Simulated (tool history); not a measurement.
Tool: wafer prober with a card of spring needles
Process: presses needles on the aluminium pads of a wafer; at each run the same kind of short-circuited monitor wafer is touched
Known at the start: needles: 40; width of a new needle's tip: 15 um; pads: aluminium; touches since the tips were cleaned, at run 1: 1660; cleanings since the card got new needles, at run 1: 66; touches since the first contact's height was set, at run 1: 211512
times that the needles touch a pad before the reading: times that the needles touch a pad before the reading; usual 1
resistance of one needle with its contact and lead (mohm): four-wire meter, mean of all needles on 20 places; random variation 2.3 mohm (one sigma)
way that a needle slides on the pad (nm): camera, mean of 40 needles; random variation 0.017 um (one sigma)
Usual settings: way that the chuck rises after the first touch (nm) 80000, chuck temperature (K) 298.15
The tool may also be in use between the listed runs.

run   hour  way that the chuck rises after the first touch (nm)  chuck temperature (K)  times that the needles touch a pad before the reading  touches since the tips were cleaned  cleanings since the card got new needles  touches since the first contact's height was set  resistance of one needle with its contact and lead (mohm)  way that a needle slides on the pad (nm)
  1    0.0                                                80000                 298.15                                                      1                                 1660                                        66                                            211512                                                        297                                      9710
      10.5  -- tips cleaned on abrasive film
  2   23.5                                                80000                 298.15                                                      1                                 4981                                        67                                            220445                                                        329                                      9730
      26.5  -- tips cleaned on abrasive film
  3   38.8                                                80000                 298.15                                                      1                                 4689                                        68                                            226223                                                        318                                      9690
      43.2  -- tips cleaned on abrasive film
      58.3  -- tips cleaned on abrasive film
  4   60.2                                                80000                 298.15                                                      1                                  751                                        70                                            234314                                                        280                                      9680
      72.8  -- height of the first contact set anew
      74.3  -- tips cleaned on abrasive film
  5   88.7                                                80000                 395.15                                                      1                                 5499                                        71                                              6030                                                        349                                      9540
      91.1  -- tips cleaned on abrasive film
     106.0  -- tips cleaned on abrasive film
  6  112.4                                                80000                 395.15                                                      1                                 2448                                        73                                             15008                                                        327                                      9540
     122.3  -- tips cleaned on abrasive film
  7  125.0                                                80000                 395.15                                                      1                                 1032                                        74                                             19763                                                        308                                      9520
     139.2  -- height of the first contact set anew, once more
     139.3  -- tips cleaned on abrasive film
     154.4  -- tips cleaned on abrasive film
  8  155.8                                                95000                 298.15                                                      1                                  510                                        76                                              6246                                                        267                                     11940
     170.6  -- tips cleaned on abrasive film
  9  171.9                                                80000                 298.15                                                      1                                  512                                        77                                             12363                                                        275                                     10040
     187.2  -- tips cleaned on abrasive film
 10  193.3                                                80000                 298.15                                                      1                                 2312                                        78                                             20457                                                        301                                     10020
     202.3  -- tips cleaned on abrasive film
     217.3  -- tips cleaned on abrasive film
 11  219.5                                                80000                 298.15                                                      1                                  860                                        80                                             30384                                                        278                                     10010
     232.3  -- tips cleaned on abrasive film
 12  245.3                                                80000                 298.15                                                      1                                 4936                                        81                                             40156                                                        320                                      9980
     247.9  -- tips cleaned on abrasive film
 13  262.1                                                80000                 298.15                                                      2                                 5415                                        82                                             46533                                                        299                                      9980
     263.5  -- tips cleaned on abrasive film
     280.0  -- tips cleaned on abrasive film
 14  284.2                                                80000                 298.15                                                      2                                 1600                                        84                                             54880                                                        280                                      9940
     295.0  -- tips cleaned on abrasive film
 15  297.4                                                80000                 298.15                                                      2                                  915                                        85                                             59878                                                        271                                      9930
     310.4  -- tips cleaned on abrasive film
 16  319.2                                                80000                 298.15                                                      2                                 3387                                        86                                             68149                                                        289                                      9930
     327.3  -- tips cleaned on abrasive film
     342.2  -- tips cleaned on abrasive film
 17  348.2                                                80000                 364.15                                                      2                                 2270                                        88                                             79104                                                        299                                      9910
     357.7  -- tips cleaned on abrasive film
 18  371.5                                                98000                 350.15                                                      1                                 5242                                        89                                             87934                                                        316                                     12150
     373.3  -- tips cleaned on abrasive film
     389.6  -- tips cleaned on abrasive film
 19  401.5                                                80000                 298.15                                                      1                                 4536                                        91                                             99305                                                        321                                      9890
     404.5  -- tips cleaned on abrasive film
     421.1  -- tips cleaned on abrasive film
 20  421.1                                                85000                 299.15                                                      1                                    0                                        93                                            106695                                                        265                                     10480
     437.1  -- tips cleaned on abrasive film
 21  447.8                                                62000                 365.15                                                      2                                 4096                                        94                                            116824                                                        331                                      7590
     453.1  -- tips cleaned on abrasive film
     469.4  -- tips cleaned on abrasive film
 22  478.6                                                62000                 365.15                                                      1                                 3478                                        96                                            128463                                                        357                                      7580
     485.8  -- tips cleaned on abrasive film
     501.2  -- tips cleaned on abrasive film
 23  501.2                                                80000                 360.15                                                      3                                    0                                        98                                            137008                                                        283                                      9830
 24  515.3                                                99000                 360.15                                                      3                                 5379                                        98                                            142387                                                        291                                     12210
     517.4  -- tips cleaned on abrasive film
 25  529.4                                                92000                 330.15                                                      2                                 4596                                        99                                            147728                                                        298                                     11320
     532.7  -- tips cleaned on abrasive film
 26  545.7                                                84000                 365.15                                                      1                                 4964                                       100                                            153890                                                        331                                     10310
     547.5  -- tips cleaned on abrasive film
 27  560.3                                                81000                 310.15                                                      2                                 4850                                       101                                            159401                                                        303                                      9920
     562.7  -- tips cleaned on abrasive film
     579.8  -- tips cleaned on abrasive film
 28  586.5                                                98000                 366.15                                                      3                                 2552                                       103                                            169307                                                        291                                     12040
     596.9  -- tips cleaned on abrasive film
 29  606.2                                                81000                 309.15                                                      1                                 3548                                       104                                            176784                                                        319                                      9930
     613.3  -- tips cleaned on abrasive film
     628.6  -- tips cleaned on abrasive film
 30  634.4                                                88000                 397.15                                                      2                                 2213                                       106                                            187452                                                        305                                     10770
     644.9  -- tips cleaned on abrasive film
 31  655.9                                                63000                 308.15                                                      1                                 4197                                       107                                            195624                                                        367                                      7610
     661.2  -- tips cleaned on abrasive film
     677.2  -- tips cleaned on abrasive film
 32  686.2                                                77000                 350.15                                                      1                                 3448                                       109                                            207101                                                        336                                      9320

The same runs without the tool's hidden state, with the same run-to-run variation:
The hidden state here: debris on the tips, nm; way that the needles fall short of the set height, um; tips' diameter, um; drift of the gauge itself on contact_mohm, %; drift of the gauge itself on scrub_um, %.
run  resistance of one needle with its contact and lead (mohm)  way that a needle slides on the pad (nm)
  1                                                        262                                     10030
  2                                                        261                                     10060
  3                                                        256                                     10040
  4                                                        260                                     10040
  5                                                        286                                     10040
  6                                                        288                                     10060
  7                                                        285                                     10040
  8                                                        258                                     11960
  9                                                        259                                     10070
 10                                                        257                                     10060
 11                                                        256                                     10070
 12                                                        256                                     10040
 13                                                        258                                     10060
 14                                                        258                                     10040
 15                                                        258                                     10040
 16                                                        256                                     10040
 17                                                        276                                     10040
 18                                                        272                                     12300
 19                                                        257                                     10060
 20                                                        261                                     10660
 21                                                        279                                      7790
 22                                                        275                                      7790
 23                                                        278                                     10060
 24                                                        274                                     12450
 25                                                        268                                     11560
 26                                                        274                                     10570
 27                                                        263                                     10180
 28                                                        278                                     12310
 29                                                        262                                     10220
 30                                                        285                                     11080
 31                                                        265                                      7920
 32                                                        275                                      9660

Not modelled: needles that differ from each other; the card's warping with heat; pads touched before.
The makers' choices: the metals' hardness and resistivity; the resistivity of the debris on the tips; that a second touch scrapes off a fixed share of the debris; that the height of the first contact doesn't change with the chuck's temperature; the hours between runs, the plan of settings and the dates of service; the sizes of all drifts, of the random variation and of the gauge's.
